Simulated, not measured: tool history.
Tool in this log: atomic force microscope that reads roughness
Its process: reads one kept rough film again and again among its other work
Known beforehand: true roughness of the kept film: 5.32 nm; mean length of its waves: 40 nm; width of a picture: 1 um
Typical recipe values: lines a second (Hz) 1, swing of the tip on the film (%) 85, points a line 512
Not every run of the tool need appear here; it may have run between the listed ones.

run     day  lines a second (Hz)  swing of the tip on the film (%)  points a line  roughness of the kept film (nm (root mean square))
  1       0                    1                                85            512                                                4.49
  2   0.546                    1                                85            512                                               4.099
  3   1.438                    1                                85            512                                               3.648
  4   2.038                    1                                85            512                                               3.362
  5   2.596                 2.29                                85            512                                               3.055
      2.762  -- new tip fitted
  6   3.775                 2.29                                85            512                                               3.752
  7   4.462                 2.29                                85            512                                               3.421
  8   5.288                 2.29                                85            512                                                3.07
      5.538  -- new tip fitted
  9   6.258                 2.29                                85            512                                               3.907
 10   7.321                    1                                85            512                                               3.588
 11   7.983                    1                                85            512                                               3.338
      8.367  -- new tip fitted
 12   8.779                 3.37                                85            512                                               3.904
 13    9.65                 3.37                                85            512                                               3.481
 14    10.7                 0.96                                86            504                                               3.349
     11.104  -- new tip fitted
 15  11.375                 0.89                                79            512                                               4.347
     11.483  -- height scale calibrated on a step standard
 16  12.129                 0.89                                79            512                                               4.013
 17  13.375                 1.59                                58            540                                               3.456
     13.979  -- new tip fitted
 18  14.238                 2.59                                58            591                                               4.442
     15.117  -- height scale calibrated on a step standard, once more
 19  15.412                 2.59                                58            591                                               3.699
 20  16.529                 2.59                                58            591                                                3.22
     16.838  -- new tip fitted
 21  17.071                 2.26                                57            326                                               4.396
 22  17.967                 2.82                                82            761                                               3.638
 23  19.221                    1                                73            378                                               3.349

Consider 5 possible next runs. They are alternatives, not a sequence: every one starts from the tool as it was left by run 23. What does each give?
      19.65  -- new tip fitted
  A  20.133                    1                                57            627                                                   ?
      19.65  -- new tip fitted
  B  20.133                    1                                64            512                                                   ?
      19.65  -- new tip fitted
  C  20.133                 1.21                                85            512                                                   ?
      19.65  -- new tip fitted
  D  20.133                    1                                62            623                                                   ?
      19.65  -- new tip fitted
  E  20.133                 1.85                                88            540                                                   ?

run  roughness of the kept film (nm (root mean square))
  A                                               4.312
  B                                               4.277
  C                                               4.145
  D                                               4.288
  E                                                   4
With no hidden state in the tool, these same runs would have given:
run  roughness of the kept film (nm (root mean square))
  A                                                4.67
  B                                               4.632
  C                                               4.489
  D                                               4.645
  E                                               4.333
